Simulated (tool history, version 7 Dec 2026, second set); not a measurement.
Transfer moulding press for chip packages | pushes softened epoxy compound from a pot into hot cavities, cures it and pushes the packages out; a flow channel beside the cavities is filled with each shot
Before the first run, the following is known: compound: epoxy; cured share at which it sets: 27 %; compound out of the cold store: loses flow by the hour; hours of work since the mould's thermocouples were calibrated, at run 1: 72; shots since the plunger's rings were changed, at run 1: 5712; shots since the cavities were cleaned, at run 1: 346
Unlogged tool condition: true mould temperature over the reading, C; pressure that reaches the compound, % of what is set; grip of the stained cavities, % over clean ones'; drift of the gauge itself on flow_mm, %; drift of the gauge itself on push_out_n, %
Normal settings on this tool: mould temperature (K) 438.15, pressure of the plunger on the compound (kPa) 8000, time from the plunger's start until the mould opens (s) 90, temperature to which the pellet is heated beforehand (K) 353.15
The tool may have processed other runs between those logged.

run	day	mould temperature (K)	pressure of the plunger on the compound (kPa)	time from the plunger's start until the mould opens (s)	temperature to which the pellet is heated beforehand (K)	hours of work since the mould's thermocouples were calibrated	shots since the plunger's rings were changed	shots since the cavities were cleaned	incoming compound's hours out of the cold store	length that the compound runs in the flow channel (mm)	greatest force on the pins that push the packages out (N)
1	0	438.15	8000	90	353.15	72	5712	346	45.8	460	615
2	0.242	435.15	8000	90	353.15	76	5803	437	21.4	540	802
# day 0.404: cavities cleaned with cleaning compound and waxed
3	0.525	438.15	8000	90	349.15	80	5886	47	33	494	819
4	0.712	438.15	8000	90	353.15	83	5955	116	32.9	497	806
5	0.904	438.15	8000	90	353.15	87	6027	188	10.8	569	855
# day 1.212: cavities cleaned with cleaning compound and waxed, once more
6	1.358	438.15	8000	90	353.15	94	6174	54	33.9	492	434
7	1.654	438.15	8000	90	353.15	99	6284	164	34.2	490	542
8	1.829	438.15	8000	90	353.15	102	6350	230	35.7	487	554
9	2.096	438.15	8000	90	353.15	107	6450	330	26.5	514	629
10	2.312	438.15	8000	90	353.15	111	6532	412	34.4	489	639
# day 2.512: cavities cleaned with cleaning compound and waxed
11	2.762	438.15	8000	90	353.15	118	6677	94	8.9	571	508
12	3.088	438.15	8000	90	353.15	124	6798	215	25	518	584
13	3.429	438.15	8000	90	353.15	130	6926	343	35.4	483	637
# day 3.729: plunger's sealing rings changed
14	3.779	438.15	8000	90	353.15	134	19	435	29	530	680
# day 3.942: cavities cleaned with cleaning compound and waxed
15	4.146	438.15	8000	90	353.15	140	133	77	34.9	512	454
16	4.392	438.15	6280	90	344.15	144	226	170	29	469	524
17	4.775	438.15	9250	90	344.15	151	368	312	40.7	528	600
18	4.954	438.15	9250	90	344.15	154	436	380	8.3	650	690
# day 5.258: cavities cleaned with cleaning compound and waxed
19	5.358	438.15	9250	90	344.15	160	564	38	42.6	524	430
20	5.746	438.15	9250	90	344.15	167	708	182	9.9	643	584
21	5.958	444.15	8940	83	343.15	171	789	263	13.6	601	548
22	6.179	444.15	6620	83	347.15	175	871	345	35.5	452	575
# day 6.558: cavities cleaned with cleaning compound and waxed
23	6.558	442.15	7140	83	354.15	181	991	0	40.2	459	349
24	6.792	438.15	9530	90	353.15	185	1078	87	15.4	627	479
25	6.992	438.15	9530	90	353.15	189	1153	162	11.1	644	553
26	7.175	438.15	9530	90	353.15	192	1221	230	31.6	565	563
27	7.542	438.15	9530	90	353.15	198	1358	367	32.1	565	626
# day 7.871: cavities cleaned with cleaning compound and waxed
28	8.004	438.15	9530	116	350.15	206	1509	51	28.2	576	371

Predict each of these 3 candidate next runs independently; none follows another, all start after run 28:
A	8.35	432.15	9530	116	356.15	212	1637	179	15.8	?	?
B	8.35	445.15	9650	90	353.15	212	1637	179	39.4	?	?
C	8.35	437.15	8000	90	353.15	212	1637	179	40.5	?	?

run	length that the compound runs in the flow channel (mm)	greatest force on the pins that push the packages out (N)
A	641	546
B	525	470
C	488	536
The same runs, with their run-to-run variation unchanged, on a tool lacking any hidden condition would have given:
run	length that the compound runs in the flow channel (mm)	greatest force on the pins that push the packages out (N)
A	651	392
B	533	335
C	495	381

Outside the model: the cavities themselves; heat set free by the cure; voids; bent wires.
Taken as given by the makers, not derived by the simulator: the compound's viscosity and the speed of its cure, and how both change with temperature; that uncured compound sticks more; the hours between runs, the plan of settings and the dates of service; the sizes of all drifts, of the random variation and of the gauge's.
